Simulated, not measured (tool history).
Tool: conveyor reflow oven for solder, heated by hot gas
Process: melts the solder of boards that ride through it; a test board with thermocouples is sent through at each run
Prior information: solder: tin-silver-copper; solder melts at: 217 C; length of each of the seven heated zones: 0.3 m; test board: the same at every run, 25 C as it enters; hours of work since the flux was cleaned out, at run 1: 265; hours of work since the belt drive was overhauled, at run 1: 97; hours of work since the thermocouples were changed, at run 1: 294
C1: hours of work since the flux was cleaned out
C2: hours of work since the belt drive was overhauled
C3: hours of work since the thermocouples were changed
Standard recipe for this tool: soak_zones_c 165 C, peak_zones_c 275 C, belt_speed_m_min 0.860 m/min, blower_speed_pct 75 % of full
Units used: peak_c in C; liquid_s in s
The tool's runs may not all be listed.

Run 1, day 0.000: usual settings; C1 265; C2 97; C3 294. Result: peak_c 253.5 C, liquid_s 29.3 s.
Run 2, day 0.496: usual settings; C1 270; C2 102; C3 299. Result: peak_c 252.6 C, liquid_s 29.4 s.
Run 3, day 0.896: usual settings but peak_zones_c 289 C; C1 275; C2 106; C3 303. Result: peak_c 265.6 C, liquid_s 33.9 s.
At day 1.183: flux residue cleaned out of gas plates and filters.
Run 4, day 1.450: usual settings but soak_zones_c 152 C; C1 3; C2 109; C3 306. Result: peak_c 249.2 C, liquid_s 25.5 s.
Run 5, day 1.812: usual settings but soak_zones_c 152 C, peak_zones_c 271 C; C1 6; C2 113; C3 310. Result: peak_c 244.5 C, liquid_s 23.9 s.
Run 6, day 2.129: usual settings but belt_speed_m_min 0.879 m/min; C1 10; C2 116; C3 313. Result: peak_c 251.0 C, liquid_s 27.6 s.
Run 7, day 2.538: usual settings; C1 14; C2 120; C3 317. Result: peak_c 251.3 C, liquid_s 28.8 s.
Run 8, day 3.042: usual settings but soak_zones_c 159 C; C1 19; C2 125; C3 322. Result: peak_c 250.6 C, liquid_s 27.1 s.
Run 9, day 3.500: usual settings but belt_speed_m_min 0.967 m/min; C1 24; C2 130; C3 327. Result: peak_c 245.9 C, liquid_s 22.8 s.
At day 4.075: flux residue cleaned out of gas plates and filters, once more.
Run 10, day 4.112: usual settings; C1 0; C2 134; C3 331. Result: peak_c 255.0 C, liquid_s 30.5 s.
Run 11, day 4.512: usual settings; C1 4; C2 138; C3 335. Result: peak_c 253.5 C, liquid_s 30.4 s.
Run 12, day 4.921: usual settings but blower_speed_pct 51 % of full; C1 9; C2 143; C3 339. Result: peak_c 247.1 C, liquid_s 26.4 s.
Run 13, day 5.183: usual settings but soak_zones_c 162 C; C1 11; C2 145; C3 342. Result: peak_c 253.7 C, liquid_s 29.4 s.
Run 14, day 5.467: usual settings but soak_zones_c 162 C; C1 14; C2 148; C3 345. Result: peak_c 254.7 C, liquid_s 29.5 s.
Run 15, day 5.679: usual settings but soak_zones_c 162 C; C1 16; C2 150; C3 347. Result: peak_c 254.1 C, liquid_s 29.6 s.
Run 16, day 6.042: usual settings but soak_zones_c 162 C, blower_speed_pct 76 % of full; C1 20; C2 154; C3 351. Result: peak_c 254.7 C, liquid_s 29.8 s.
Run 17, day 6.500: usual settings but soak_zones_c 162 C, blower_speed_pct 76 % of full; C1 25; C2 159; C3 355. Result: peak_c 253.9 C, liquid_s 29.8 s.
Run 18, day 6.908: usual settings but soak_zones_c 162 C, blower_speed_pct 76 % of full; C1 29; C2 163; C3 360. Result: peak_c 254.4 C, liquid_s 29.9 s.
Run 19, day 7.138: usual settings but soak_zones_c 162 C, blower_speed_pct 76 % of full; C1 31; C2 165; C3 362. Result: peak_c 254.1 C, liquid_s 29.9 s.
Run 20, day 7.533: usual settings but soak_zones_c 162 C, blower_speed_pct 76 % of full; C1 35; C2 169; C3 366. Result: peak_c 253.5 C, liquid_s 29.5 s.
Run 21, day 7.742: usual settings but peak_zones_c 265 C, belt_speed_m_min 0.842 m/min; C1 37; C2 171; C3 368. Result: peak_c 246.6 C, liquid_s 27.7 s.

What does the tool deliver on the next run?
Run 22, day 8.096: usual settings but soak_zones_c 166 C, peak_zones_c 290 C, blower_speed_pct 67 % of full; C1 41; C2 175; C3 372. Result: peak_c ?, liquid_s ?.

{"run 22": {"peak_c": 264.8, "liquid_s": 34.1}}
Had the tool carried no hidden state, the very same run would have given peak_c 265.7 C, liquid_s 34.3 s.

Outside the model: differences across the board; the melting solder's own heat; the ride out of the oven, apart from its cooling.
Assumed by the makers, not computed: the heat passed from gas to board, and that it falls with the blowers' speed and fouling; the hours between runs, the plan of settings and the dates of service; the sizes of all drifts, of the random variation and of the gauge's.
